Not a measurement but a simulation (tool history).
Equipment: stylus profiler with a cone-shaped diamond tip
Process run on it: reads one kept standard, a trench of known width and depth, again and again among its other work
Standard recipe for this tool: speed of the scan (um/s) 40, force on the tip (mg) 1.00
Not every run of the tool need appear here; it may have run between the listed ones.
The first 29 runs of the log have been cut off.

run    hour  speed of the scan (um/s)  force on the tip (mg)  depth of the trench (nm)  width of the trench's floor (µm)
 30  2924.4                        66                   0.51                    501.87                             16.70
 31  3055.0                        66                   0.51                    501.79                             16.68
 32  3175.1                        21                   0.46                    501.66                             17.15
 33  3315.7                       140                   0.42                    501.55                             15.73
 34  3391.7                       140                   0.42                    501.69                             15.78
 35  3506.9                       122                   1.59                    503.67                             16.59
 36  3621.7                        29                   0.44                    501.76                             16.97
 37  3762.5                        51                   1.00                    502.94                             16.96
 38  3846.9                        51                   1.00                    503.00                             16.97
 39  3975.3                       104                   1.59                    503.85                             16.72
 40  4073.6                       104                   1.59                    504.25                             16.72
 41  4145.0                        43                   1.72                    504.36                             17.15
 42  4280.6                        55                   1.28                    503.62                             17.01
 43  4356.4                        55                   1.28                    503.42                             16.97
 44  4477.5                        55                   1.28                    503.61                             17.02
 45  4612.3                        55                   1.28                    503.51                             17.00
 46  4692.6                       145                   1.97                    504.69                             16.60

Here are 4 independent what-if runs from the current tool condition. What would each one return?
  A  4825.7                       100                   1.97                         ?                                 ?
  B  4825.7                        44                   0.68                         ?                                 ?
  C  4825.7                        43                   1.77                         ?                                 ?
  D  4825.7                        16                   1.00                         ?                                 ?

run  depth of the trench (nm)  width of the trench's floor (µm)
  A                    504.63                             16.77
  B                    502.17                             17.01
  C                    504.15                             17.12
  D                    502.75                             17.20
With the hidden condition removed and each run's random variation left untouched, the same runs would have given:
run  depth of the trench (nm)  width of the trench's floor (µm)
  A                    504.62                             16.78
  B                    502.16                             17.02
  C                    504.14                             17.13
  D                    502.74                             17.21

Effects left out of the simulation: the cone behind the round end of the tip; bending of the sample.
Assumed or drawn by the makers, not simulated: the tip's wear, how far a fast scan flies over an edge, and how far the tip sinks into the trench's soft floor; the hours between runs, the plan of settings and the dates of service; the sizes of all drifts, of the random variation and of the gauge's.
